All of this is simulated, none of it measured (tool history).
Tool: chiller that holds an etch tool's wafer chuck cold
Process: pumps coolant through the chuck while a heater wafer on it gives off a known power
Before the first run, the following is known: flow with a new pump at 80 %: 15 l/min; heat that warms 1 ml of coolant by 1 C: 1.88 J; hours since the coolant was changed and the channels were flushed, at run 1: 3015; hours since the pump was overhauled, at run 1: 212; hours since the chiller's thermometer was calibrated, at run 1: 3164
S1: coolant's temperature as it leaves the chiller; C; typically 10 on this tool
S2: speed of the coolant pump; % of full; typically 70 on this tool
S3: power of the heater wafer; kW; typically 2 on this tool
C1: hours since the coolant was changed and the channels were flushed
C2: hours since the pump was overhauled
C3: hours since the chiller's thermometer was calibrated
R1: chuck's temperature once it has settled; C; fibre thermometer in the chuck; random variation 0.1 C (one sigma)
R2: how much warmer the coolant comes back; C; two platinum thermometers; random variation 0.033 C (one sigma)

run    hour  S1  S2     S3    C1    C2    C3    R1    R2
  1       0  10  70      2  3015   212  3164  23.8  4.93
  2    45.5  10  70      2  3060   257  3209  23.8  4.92
  3    75.1  10  70      2  3090   287  3239  23.9  4.89
  4   121.7  10  70      2  3137   334  3286  23.8  4.99
  5   147.9   6  70      2  3163   360  3312  19.8  4.95
  6   172.5  10  83      2  3187   384  3336  22.6  4.16
  7   206.8  10  83      2  3222   419  3371  22.4  4.18
  8   244.3  10  83      2  3259   456  3408  22.6  4.17
  9     272  10  70      2  3287   484  3436  23.7  5.01
 10   321.2  10  61      2  3336   533  3485    25  5.74
 11   369.5  10  61      2  3384   581  3533  25.1  5.78
 12   418.1  12  70      2  3433   630  3582  25.9  4.95
 13   458.9  12  70      2  3474   671  3623  25.7  5.04
        490  -- chiller's thermometer calibrated
 14   505.7  12  70      2  3520   717    16  25.9  5.07
 15   539.8  12  74      2  3554   751    50  25.4  4.79
 16   584.7  12  74      2  3599   796    95  25.3  4.84
 17     640  19  81      2  3654   851   150  31.5  4.35
 18   689.9  19  81      2  3704   901   200  31.7  4.48
 19   738.1   3  70  1.402  3752   949   248  12.6  3.68
 20   762.8  12  77  1.583  3777   974   273  22.3  3.71
      814.5  -- coolant changed, channels flushed
 21     820   4  70      2     5  1025   324  17.8  5.14
 22   848.8   6  76  1.036    34  1054   353  12.8  2.58
 23   891.7  19  78      2    77  1097   396  31.8  4.66
 24   937.3  19  78      2   123  1142   441  31.7  4.67
 25   983.6  19  68   1.95   169  1188   488  32.7  5.23
 26    1024  19  68   1.95   209  1229   528  32.9  5.22
 27  1052.8  19  68   1.95   238  1258   557  32.8  5.24
 28  1088.8  19  89   1.95   274  1294   593  30.6  4.11

Run 29 has not been measured yet. What should we expect?
 29  1139.9  19  89  1.95  325  1345  644   ?   ?

Run 29 produced R1 30.6 C, R2 4.12 C.
Without the tool's hidden state the same run would have given R1 30.6 C, R2 3.75 C.

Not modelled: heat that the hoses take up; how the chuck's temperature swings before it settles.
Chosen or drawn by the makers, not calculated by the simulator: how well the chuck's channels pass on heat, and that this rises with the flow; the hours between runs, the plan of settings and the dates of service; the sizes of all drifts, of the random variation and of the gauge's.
